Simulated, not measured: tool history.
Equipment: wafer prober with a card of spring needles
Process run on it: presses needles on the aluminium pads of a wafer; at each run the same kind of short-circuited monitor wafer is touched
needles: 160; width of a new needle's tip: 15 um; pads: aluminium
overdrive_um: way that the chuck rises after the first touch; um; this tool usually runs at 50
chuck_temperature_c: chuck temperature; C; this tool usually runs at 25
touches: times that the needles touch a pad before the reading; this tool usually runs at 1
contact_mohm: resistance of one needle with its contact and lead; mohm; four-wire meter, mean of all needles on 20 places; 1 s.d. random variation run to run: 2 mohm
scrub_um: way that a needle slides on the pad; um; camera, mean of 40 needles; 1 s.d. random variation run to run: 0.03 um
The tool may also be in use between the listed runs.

{"run": 1, "hour": 0.0, "overdrive_um": 50, "chuck_temperature_c": 25, "touches": 1, "contact_mohm": 267, "scrub_um": 5.91}
{"hour": 2.8, "done": "tips cleaned on abrasive film"}
{"hour": 15.9, "done": "tips cleaned on abrasive film"}
{"hour": 28.6, "done": "tips cleaned on abrasive film"}
{"hour": 41.7, "done": "tips cleaned on abrasive film"}
{"run": 2, "hour": 42.3, "overdrive_um": 50, "chuck_temperature_c": 25, "touches": 1, "contact_mohm": 225, "scrub_um": 5.9}
{"hour": 53.3, "done": "tips cleaned on abrasive film"}
{"hour": 66.6, "done": "tips cleaned on abrasive film"}
{"run": 3, "hour": 68.1, "overdrive_um": 50, "chuck_temperature_c": 25, "touches": 1, "contact_mohm": 233, "scrub_um": 5.9}
{"hour": 78.6, "done": "tips cleaned on abrasive film"}
{"hour": 91.2, "done": "tips cleaned on abrasive film"}
{"hour": 104.4, "done": "tips cleaned on abrasive film"}
{"run": 4, "hour": 113.2, "overdrive_um": 50, "chuck_temperature_c": 25, "touches": 1, "contact_mohm": 262, "scrub_um": 5.92}
{"hour": 116.0, "done": "tips cleaned on abrasive film"}
{"hour": 129.4, "done": "tips cleaned on abrasive film"}
{"hour": 142.1, "done": "tips cleaned on abrasive film"}
{"hour": 155.5, "done": "tips cleaned on abrasive film"}
{"run": 5, "hour": 158.4, "overdrive_um": 50, "chuck_temperature_c": 25, "touches": 1, "contact_mohm": 236, "scrub_um": 5.85}
{"hour": 168.9, "done": "tips cleaned on abrasive film"}
{"run": 6, "hour": 179.3, "overdrive_um": 50, "chuck_temperature_c": 25, "touches": 1, "contact_mohm": 273, "scrub_um": 5.85}
{"hour": 181.8, "done": "tips cleaned on abrasive film"}
{"hour": 194.9, "done": "tips cleaned on abrasive film"}
{"hour": 207.2, "done": "tips cleaned on abrasive film"}
{"hour": 218.4, "done": "tips cleaned on abrasive film"}
{"run": 7, "hour": 218.4, "overdrive_um": 50, "chuck_temperature_c": 25, "touches": 1, "contact_mohm": 225, "scrub_um": 5.86}
{"hour": 231.7, "done": "tips cleaned on abrasive film"}
{"hour": 244.2, "done": "tips cleaned on abrasive film"}
{"run": 8, "hour": 252.9, "overdrive_um": 50, "chuck_temperature_c": 25, "touches": 1, "contact_mohm": 273, "scrub_um": 5.81}
{"hour": 255.6, "done": "tips cleaned on abrasive film"}
{"hour": 268.4, "done": "tips cleaned on abrasive film"}
{"hour": 279.4, "done": "tips cleaned on abrasive film"}
{"hour": 292.4, "done": "tips cleaned on abrasive film"}
{"run": 9, "hour": 294.2, "overdrive_um": 50, "chuck_temperature_c": 25, "touches": 1, "contact_mohm": 233, "scrub_um": 5.79}
{"hour": 303.8, "done": "tips cleaned on abrasive film"}
{"hour": 317.3, "done": "tips cleaned on abrasive film"}
{"run": 10, "hour": 319.5, "overdrive_um": 50, "chuck_temperature_c": 25, "touches": 1, "contact_mohm": 238, "scrub_um": 5.75}
{"hour": 329.3, "done": "tips cleaned on abrasive film"}
{"hour": 329.6, "done": "height of the first contact set anew"}
{"hour": 342.5, "done": "tips cleaned on abrasive film"}
{"run": 11, "hour": 349.1, "overdrive_um": 50, "chuck_temperature_c": 25, "touches": 3, "contact_mohm": 225, "scrub_um": 6.12}
{"hour": 354.4, "done": "tips cleaned on abrasive film"}
{"hour": 366.9, "done": "tips cleaned on abrasive film"}
{"hour": 380.2, "done": "tips cleaned on abrasive film"}
{"run": 12, "hour": 382.5, "overdrive_um": 50, "chuck_temperature_c": 25, "touches": 3, "contact_mohm": 220, "scrub_um": 6.05}
{"hour": 392.6, "done": "tips cleaned on abrasive film"}
{"hour": 405.7, "done": "tips cleaned on abrasive film"}
{"run": 13, "hour": 413.4, "overdrive_um": 50, "chuck_temperature_c": 25, "touches": 3, "contact_mohm": 231, "scrub_um": 6.08}
{"hour": 418.8, "done": "tips cleaned on abrasive film"}
{"hour": 432.5, "done": "tips cleaned on abrasive film"}
{"hour": 446.0, "done": "tips cleaned on abrasive film"}
{"run": 14, "hour": 456.3, "overdrive_um": 50, "chuck_temperature_c": 25, "touches": 2, "contact_mohm": 249, "scrub_um": 6.1}
{"hour": 459.2, "done": "tips cleaned on abrasive film"}
{"hour": 473.0, "done": "tips cleaned on abrasive film"}
{"run": 15, "hour": 475.9, "overdrive_um": 50, "chuck_temperature_c": 103, "touches": 1, "contact_mohm": 258, "scrub_um": 6.01}
{"hour": 486.1, "done": "tips cleaned on abrasive film"}
{"hour": 499.9, "done": "tips cleaned on abrasive film"}
{"hour": 511.4, "done": "tips cleaned on abrasive film"}
{"run": 16, "hour": 511.4, "overdrive_um": 34, "chuck_temperature_c": 34, "touches": 1, "contact_mohm": 238, "scrub_um": 4.05}
{"hour": 523.3, "done": "tips cleaned on abrasive film"}
{"hour": 536.5, "done": "tips cleaned on abrasive film"}
{"run": 17, "hour": 545.1, "overdrive_um": 66, "chuck_temperature_c": 26, "touches": 2, "contact_mohm": 231, "scrub_um": 8.04}
{"hour": 548.0, "done": "tips cleaned on abrasive film"}
{"hour": 560.9, "done": "tips cleaned on abrasive film"}
{"hour": 574.7, "done": "tips cleaned on abrasive film"}
{"hour": 587.7, "done": "tips cleaned on abrasive film"}
{"run": 18, "hour": 590.2, "overdrive_um": 50, "chuck_temperature_c": 78, "touches": 1, "contact_mohm": 251, "scrub_um": 5.92}
{"hour": 600.6, "done": "tips cleaned on abrasive film"}
{"hour": 613.4, "done": "tips cleaned on abrasive film"}
{"hour": 626.3, "done": "tips cleaned on abrasive film"}
{"run": 19, "hour": 629.3, "overdrive_um": 43, "chuck_temperature_c": 57, "touches": 2, "contact_mohm": 249, "scrub_um": 5.08}
{"hour": 637.5, "done": "tips cleaned on abrasive film"}
{"hour": 650.8, "done": "tips cleaned on abrasive film"}
{"run": 20, "hour": 652.5, "overdrive_um": 43, "chuck_temperature_c": 57, "touches": 2, "contact_mohm": 242, "scrub_um": 5.12}
{"hour": 662.9, "done": "tips cleaned on abrasive film"}
{"run": 21, "hour": 673.2, "overdrive_um": 43, "chuck_temperature_c": 57, "touches": 2, "contact_mohm": 275, "scrub_um": 5.08}
{"hour": 676.0, "done": "tips cleaned on abrasive film"}
{"hour": 689.8, "done": "tips cleaned on abrasive film"}
{"run": 22, "hour": 693.4, "overdrive_um": 41, "chuck_temperature_c": 105, "touches": 2, "contact_mohm": 271, "scrub_um": 4.84}
{"hour": 701.4, "done": "tips cleaned on abrasive film"}
{"hour": 714.6, "done": "tips cleaned on abrasive film"}
{"run": 23, "hour": 715.2, "overdrive_um": 40, "chuck_temperature_c": 105, "touches": 2, "contact_mohm": 254, "scrub_um": 4.69}
{"hour": 726.6, "done": "tips cleaned on abrasive film"}
{"hour": 739.9, "done": "tips cleaned on abrasive film"}
{"hour": 752.9, "done": "tips cleaned on abrasive film"}
{"run": 24, "hour": 760.1, "overdrive_um": 40, "chuck_temperature_c": 105, "touches": 2, "contact_mohm": 291, "scrub_um": 4.59}
{"hour": 765.7, "done": "tips cleaned on abrasive film"}
{"hour": 778.9, "done": "tips cleaned on abrasive film"}
{"hour": 792.3, "done": "tips cleaned on abrasive film"}
{"run": 25, "hour": 802.2, "overdrive_um": 52, "chuck_temperature_c": 58, "touches": 1, "contact_mohm": 285, "scrub_um": 6.08}
{"hour": 805.1, "done": "tips cleaned on abrasive film"}
{"hour": 818.8, "done": "tips cleaned on abrasive film"}
{"hour": 832.2, "done": "tips cleaned on abrasive film"}
{"hour": 844.5, "done": "tips cleaned on abrasive film"}
{"run": 26, "hour": 845.4, "overdrive_um": 69, "chuck_temperature_c": 60, "touches": 1, "contact_mohm": 225, "scrub_um": 8.16}
{"hour": 856.4, "done": "tips cleaned on abrasive film"}
{"run": 27, "hour": 864.8, "overdrive_um": 38, "chuck_temperature_c": 37, "touches": 3, "contact_mohm": 265, "scrub_um": 4.35}
{"hour": 867.7, "done": "tips cleaned on abrasive film"}
{"hour": 880.6, "done": "tips cleaned on abrasive film"}
{"hour": 894.4, "done": "tips cleaned on abrasive film"}
{"run": 28, "hour": 901.1, "overdrive_um": 39, "chuck_temperature_c": 25, "touches": 3, "contact_mohm": 256, "scrub_um": 4.48}

Some steps in contact_mohm, run to run, broken into two amounts with sign: the step expected even without the hidden condition (settings, incoming material, random variation), and the rest, left for the hidden condition together with whatever gauge scatter is not in both the measured and the hidden-condition-free result:
The hidden state here: debris on the tips, nm; way that the needles fall short of the set height, um; tips' diameter, um; drift of the gauge itself on contact_mohm, %; drift of the gauge itself on scrub_um, %.
Run 6 -> 7: tips cleaned on abrasive film, tips cleaned on abrasive film, tips cleaned on abrasive film, tips cleaned on abrasive film. contact_mohm -48 mohm: hidden state -50, all else +2.
Run 7 -> 8: tips cleaned on abrasive film, tips cleaned on abrasive film. contact_mohm +48 mohm: hidden state +50, all else -2.
Run 25 -> 26: overdrive_um 52 -> 69, chuck_temperature_c 58 -> 60, tips cleaned on abrasive film, tips cleaned on abrasive film, tips cleaned on abrasive film, tips cleaned on abrasive film. contact_mohm -60 mohm: hidden state -50, all else -10.
